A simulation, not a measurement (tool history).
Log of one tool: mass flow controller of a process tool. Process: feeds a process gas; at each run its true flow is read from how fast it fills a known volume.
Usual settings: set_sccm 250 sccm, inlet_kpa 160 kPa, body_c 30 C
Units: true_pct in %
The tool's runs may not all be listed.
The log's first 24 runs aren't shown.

{"run": 25, "hour": 7469.1, "set_sccm": 270, "inlet_kpa": 214, "body_c": 33, "true_pct": 97.32}
{"run": 26, "hour": 7788.3, "set_sccm": 158, "inlet_kpa": 160, "body_c": 27, "true_pct": 97.15}
{"run": 27, "hour": 8183.0, "set_sccm": 158, "inlet_kpa": 160, "body_c": 27, "true_pct": 97.01}
{"run": 28, "hour": 8507.6, "set_sccm": 203, "inlet_kpa": 170, "body_c": 25, "true_pct": 97.29}
{"run": 29, "hour": 8916.8, "set_sccm": 250, "inlet_kpa": 215, "body_c": 30, "true_pct": 96.82}
{"hour": 9262.5, "done": "controller exchanged for a calibrated one"}
{"run": 30, "hour": 9326.7, "set_sccm": 132, "inlet_kpa": 160, "body_c": 38, "true_pct": 95.42}
{"run": 31, "hour": 9631.8, "set_sccm": 55, "inlet_kpa": 234, "body_c": 21, "true_pct": 96.13}
{"run": 32, "hour": 9889.6, "set_sccm": 97, "inlet_kpa": 234, "body_c": 30, "true_pct": 95.42}
{"run": 33, "hour": 10246.7, "set_sccm": 97, "inlet_kpa": 234, "body_c": 30, "true_pct": 95.28}
{"run": 34, "hour": 10518.5, "set_sccm": 202, "inlet_kpa": 208, "body_c": 25, "true_pct": 96.27}
{"run": 35, "hour": 10762.1, "set_sccm": 101, "inlet_kpa": 155, "body_c": 38, "true_pct": 94.69}
{"run": 36, "hour": 11007.7, "set_sccm": 281, "inlet_kpa": 207, "body_c": 31, "true_pct": 95.94}
{"run": 37, "hour": 11420.6, "set_sccm": 281, "inlet_kpa": 207, "body_c": 31, "true_pct": 95.73}
{"run": 38, "hour": 11686.6, "set_sccm": 202, "inlet_kpa": 160, "body_c": 30, "true_pct": 95.54}
{"hour": 11858.8, "done": "gauge calibrated"}
{"run": 39, "hour": 11990.6, "set_sccm": 202, "inlet_kpa": 160, "body_c": 30, "true_pct": 97.94}
{"run": 40, "hour": 12318.6, "set_sccm": 202, "inlet_kpa": 160, "body_c": 37, "true_pct": 97.12}
{"run": 41, "hour": 12585.4, "set_sccm": 117, "inlet_kpa": 151, "body_c": 39, "true_pct": 96.35}
{"run": 42, "hour": 13002.6, "set_sccm": 117, "inlet_kpa": 151, "body_c": 39, "true_pct": 96.25}
{"run": 43, "hour": 13264.8, "set_sccm": 373, "inlet_kpa": 217, "body_c": 37, "true_pct": 97.5}
{"run": 44, "hour": 13612.1, "set_sccm": 373, "inlet_kpa": 156, "body_c": 21, "true_pct": 99.1}
{"run": 45, "hour": 14050.3, "set_sccm": 134, "inlet_kpa": 202, "body_c": 33, "true_pct": 96.29}
{"run": 46, "hour": 14485.2, "set_sccm": 134, "inlet_kpa": 202, "body_c": 36, "true_pct": 95.75}

Forecast each of these 3 alternatives for the next run:
{"run": "A", "hour": 14669.6, "set_sccm": 250, "inlet_kpa": 220, "body_c": 31, "true_pct": "?"}
{"run": "B", "hour": 14669.6, "set_sccm": 134, "inlet_kpa": 202, "body_c": 21, "true_pct": "?"}
{"run": "C", "hour": 14669.6, "set_sccm": 351, "inlet_kpa": 149, "body_c": 21, "true_pct": "?"}

run=A true_pct=96.81
run=B true_pct=97.14
run=C true_pct=98.44
Without the tool's hidden state the same runs would have given:
run=A true_pct=97.99
run=B true_pct=98.32
run=C true_pct=99.63
